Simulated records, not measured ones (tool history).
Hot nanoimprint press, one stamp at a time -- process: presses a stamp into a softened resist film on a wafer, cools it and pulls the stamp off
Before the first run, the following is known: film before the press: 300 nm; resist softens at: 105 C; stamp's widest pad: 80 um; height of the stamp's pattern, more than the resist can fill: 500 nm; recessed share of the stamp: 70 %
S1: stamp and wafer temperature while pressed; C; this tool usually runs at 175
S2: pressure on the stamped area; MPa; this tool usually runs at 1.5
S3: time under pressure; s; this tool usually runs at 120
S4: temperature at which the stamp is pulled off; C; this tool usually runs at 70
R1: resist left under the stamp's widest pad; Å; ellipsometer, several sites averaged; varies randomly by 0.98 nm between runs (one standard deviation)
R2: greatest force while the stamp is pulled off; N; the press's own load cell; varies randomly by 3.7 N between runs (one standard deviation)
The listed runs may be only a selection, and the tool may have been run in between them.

run   hour   S1    S2   S3  S4    R1   R2
  1      0  175   1.5  120  70  1634  174
  2   14.2  175   1.5  199  70  1333  185
  3   29.5  175   1.5  199  70  1339  176
  4   39.8  175   1.5  199  70  1340  177
  5   59.1  175  1.61  120  70  1574  183
  6   68.1  175  1.61  120  70  1587  173
  7   77.8  175   1.5  120  70  1630  175
  8   95.5  175   1.5  120  70  1621  184
  9  109.3  175   2.3  120  70  1397  181
 10  126.4  175   2.3  120  70  1387  184
 11  145.3  175   2.3  120  70  1382  181
 12  163.1  175   2.3  120  70  1378  183
 13  177.8  175  2.05  120  70  1448  185
 14  193.3  175  2.05  120  70  1440  186
 15    205  168  1.88  236  72  1471  173
 16  217.4  181  1.42  200  70  1117  175
 17  231.9  181  1.42   65  70  1717  175
 18  245.4  173  1.42   92  62  1919  213
 19  254.9  175   1.5   83  71  1843  171
     268.8  -- stamp cleaned and given a new release coat
 20  279.5  175   1.5   83  71  1840  180
 21  289.4  176  1.47  201  70  1312  181
 22  297.5  176  1.76   78  70  1734  177
 23  315.7  176  1.76   78  70  1747  181

5 options for the next run, each taken on its own from the tool as it stands now. Forecast them:
  A  327.6  176  2.02   78  63   ?   ?
  B  327.6  166  1.98  120  70   ?   ?
  C  327.6  178  1.76  136  65   ?   ?
  D  327.6  174  1.76   85  63   ?   ?
  E  327.6  164   1.5  106  70   ?   ?

run    R1   R2
  A  1653  205
  B  1943  184
  C  1330  198
  D  1767  207
  E  2287  179
Without the tool's hidden state the same runs would have given:
run    R1   R2
  A  1651  205
  B  1941  184
  C  1329  198
  D  1766  207
  E  2286  179
